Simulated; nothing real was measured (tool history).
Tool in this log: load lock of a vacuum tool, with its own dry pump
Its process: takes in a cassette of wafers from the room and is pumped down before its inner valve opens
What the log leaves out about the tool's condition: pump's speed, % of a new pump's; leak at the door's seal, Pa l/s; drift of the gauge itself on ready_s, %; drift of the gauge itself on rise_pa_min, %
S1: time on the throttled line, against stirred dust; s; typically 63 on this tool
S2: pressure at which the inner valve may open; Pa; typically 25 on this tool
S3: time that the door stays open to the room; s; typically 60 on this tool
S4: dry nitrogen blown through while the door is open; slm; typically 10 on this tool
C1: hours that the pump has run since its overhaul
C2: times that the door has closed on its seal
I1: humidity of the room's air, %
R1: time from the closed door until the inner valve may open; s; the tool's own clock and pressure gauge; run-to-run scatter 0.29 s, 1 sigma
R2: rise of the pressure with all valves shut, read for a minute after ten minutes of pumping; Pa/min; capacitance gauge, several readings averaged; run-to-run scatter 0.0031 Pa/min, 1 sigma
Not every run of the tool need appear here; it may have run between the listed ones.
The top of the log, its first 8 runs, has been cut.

run      day   S1  S2   S3  S4     C1     C2    I1     R1     R2
  9  104.117   63  25   60  43   7536  45386  47.1  106.3  0.366
 10  118.617   63  25   60  43   7884  47033  45.5  105.9  0.383
 11  128.488   63  25   60  43   8120  48154  44.3  105.8  0.400
 12  141.904   63  25   60  10   8442  49678  45.5  106.0  0.432
 13  149.212   63  25   70  10   8618  50508  49.6  106.3  0.453
 14  164.554   63  25   70  10   8986  52251  46.2  106.0  0.480
 15  174.375   63  25   60  10   9222  53366  47.3  106.9  0.493
     179.212  -- door's seal changed, seat wiped
 16  189.408   63  25   60  10   9581   1158  44.5  106.9  0.049
 17  199.738   63  28   60  10   9829   2332  49.3  106.0  0.059
 18  209.946   63  28   60  10  10074   3491  46.4  106.2  0.065
 19  224.454   53  31   90   5  10422   5139  45.5   97.9  0.089
 20  231.479   63  25   25  42  10591   5937  48.8  107.2  0.039
 21  242.088   63  25   25  42  10845   7142  48.8  107.1  0.044
 22  254.412   82  38   39  11  11141   8542  45.5  118.7  0.067
 23  264.846   50  25   69  10  11392   9727  44.7   98.0  0.098
 24  277.162   63  25   60   5  11687  11126  46.5  107.7  0.095
 25  288.304   63  25   60   5  11955  12391  44.3  108.5  0.106
     294.196  -- dry pump taken out, an overhauled one fitted
 26  297.200  110  21  214   6     72  13374  44.6  139.5  0.158
 27  305.771  110  21  197  19    278  14347  44.1  139.6  0.132
 28  314.404   56  46   91  10    485  15328  46.8   92.7  0.134
 29  322.962   67  25   29  10    690  16300  46.9  105.1  0.108
 30  335.250   35  19  156   5    985  17695  47.0   82.1  0.177
 31  344.596   38  38   33  19   1210  18757  45.0   80.5  0.114
 32  351.146   57  26  122   8   1367  19501  44.6   97.6  0.154
 33  365.183  100  28   61  17   1704  21095  48.0  129.9  0.136

Each row is a separate what-if for the run after 33, all from the same tool condition, not one after another. Results?
  A  378.004   35  20   60  11  2011  22551  45.3   ?   ?
  B  378.004   82  19   61  13  2011  22551  46.1   ?   ?
  C  378.004   63  25  129  10  2011  22551  44.8   ?   ?
  D  378.004   33  24   61   7  2011  22551  48.3   ?   ?
  E  378.004  109  28  128   4  2011  22551  47.4   ?   ?

run     R1     R2
  A   82.4  0.151
  B  119.1  0.155
  C  102.6  0.179
  D   80.0  0.163
  E  137.6  0.194
Stripped of hidden state, with their random variation kept, the same runs would have yielded:
run     R1     R2
  A   82.2  0.049
  B  118.9  0.051
  C  102.4  0.076
  D   79.8  0.064
  E  137.5  0.092
